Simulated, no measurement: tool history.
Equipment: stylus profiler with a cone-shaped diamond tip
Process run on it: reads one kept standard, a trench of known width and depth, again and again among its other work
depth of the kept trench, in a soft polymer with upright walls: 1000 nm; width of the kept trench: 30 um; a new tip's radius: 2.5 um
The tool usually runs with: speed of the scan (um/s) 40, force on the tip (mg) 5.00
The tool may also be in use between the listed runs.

run	hour	speed of the scan (um/s)	force on the tip (mg)	depth of the trench (nm)	width of the trench's floor (um)
1	0.0	40	5.00	1020.82	24.15
2	56.3	40	5.00	1020.85	23.98
3	80.8	40	3.44	1016.00	23.91
4	112.8	40	3.44	1015.59	23.88
5	147.6	40	5.00	1020.79	23.84
6	181.8	40	2.09	1010.57	23.79
7	209.0	12	2.09	1010.27	23.84
8	248.4	12	2.09	1010.26	23.76
9	301.9	12	2.09	1009.86	23.71
10	341.8	12	2.09	1009.95	23.60
11	384.8	12	2.09	1009.85	23.58
12	416.8	12	2.09	1010.08	23.54
13	445.8	11	13.19	1041.03	23.52
14	499.1	11	13.19	1040.84	23.48
15	554.1	47	11.96	1038.00	23.37
16	588.9	47	11.96	1038.24	23.30
17	625.8	21	7.24	1025.90	23.27
18	649.1	100	1.84	1008.36	22.97
19	702.5	110	4.86	1018.96	23.02
20	737.4	110	4.86	1018.69	22.85
21	774.3	110	4.86	1019.01	22.87
# hour 821.3: new tip fitted, height scale calibrated
22	825.9	133	2.22	1012.37	25.58

What will run 23 give?
23	852.0	133	11.71	?	?

Run 23 yielded depth of the trench (nm) 1039.62, width of the trench's floor (um) 25.85.
If the tool had no hidden condition, the same run with the same run-to-run variation would have returned depth of the trench (nm) 1040.62, width of the trench's floor (um) 25.83.
